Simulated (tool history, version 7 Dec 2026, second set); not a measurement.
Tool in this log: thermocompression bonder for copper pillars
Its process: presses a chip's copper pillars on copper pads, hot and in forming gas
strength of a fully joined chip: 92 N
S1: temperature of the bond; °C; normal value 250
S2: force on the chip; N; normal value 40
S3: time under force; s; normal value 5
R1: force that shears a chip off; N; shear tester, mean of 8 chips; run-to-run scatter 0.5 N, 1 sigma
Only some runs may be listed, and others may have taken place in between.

| run | hour | S1 | S2 | S3 | R1 |
|---|---|---|---|---|---|
| 1 | 0.0 | 250 | 40 | 5 | 59.9 |
| 2 | 11.7 | 250 | 40 | 4 | 56.8 |
| 3 | 28.2 | 250 | 40 | 4 | 56.1 |
| 4 | 42.8 | 275 | 40 | 5 | 74.1 |
| 5 | 54.8 | 275 | 40 | 5 | 74.5 |
| 6 | 75.5 | 250 | 40 | 5 | 60.6 |
| 7 | 87.4 | 250 | 32 | 5 | 50.4 |
| 8 | 102.9 | 250 | 32 | 5 | 49.8 |
| 9 | 120.7 | 250 | 40 | 11 | 72.7 |
| 10 | 137.1 | 250 | 40 | 11 | 72.3 |
| 11 | 149.5 | 250 | 40 | 11 | 72.3 |
| 12 | 170.0 | 250 | 40 | 5 | 59.7 |
| 13 | 182.7 | 250 | 48 | 5 | 67.4 |
| 14 | 206.5 | 250 | 48 | 5 | 68.2 |
| 15 | 230.1 | 250 | 40 | 5 | 60.1 |
| 16 | 255.1 | 250 | 25 | 5 | 39.7 |
| 17 | 274.6 | 250 | 59 | 8 | 83.3 |
| 18 | 298.7 | 232 | 28 | 4 | 31.9 |
| 19 | 313.0 | 241 | 58 | 11 | 82.9 |
| 20 | 331.9 | 250 | 53 | 3 | 65.1 |
| 21 | 351.0 | 259 | 39 | 4 | 60.8 |
| 22 | 364.7 | 278 | 43 | 4 | 75.8 |
| 23 | 382.1 | 278 | 43 | 4 | 75.8 |
| 24 | 398.8 | 224 | 39 | 13 | 58.2 |
| 25 | 412.2 | 224 | 39 | 13 | 58.1 |
| 26 | 428.0 | 239 | 34 | 4 | 42.6 |
| 27 | 449.3 | 242 | 57 | 12 | 82.6 |
| 28 | 462.4 | 242 | 57 | 12 | 82.9 |
| 29 | 474.2 | 242 | 57 | 12 | 82.7 |
| 30 | 485.0 | 242 | 57 | 12 | 82.7 |
| 31 | 507.1 | 242 | 57 | 12 | 81.3 |

Not shown here: 1 entry made in the log between runs. Locate each between two listed runs and compare the hidden state at the listed run before it with the hidden state at the listed run after it:
From run 15 to run 16: forming gas filter changed (hour 254.5)
  oxide that the forming gas leaves, % of the face: 0.97 -> 0.51

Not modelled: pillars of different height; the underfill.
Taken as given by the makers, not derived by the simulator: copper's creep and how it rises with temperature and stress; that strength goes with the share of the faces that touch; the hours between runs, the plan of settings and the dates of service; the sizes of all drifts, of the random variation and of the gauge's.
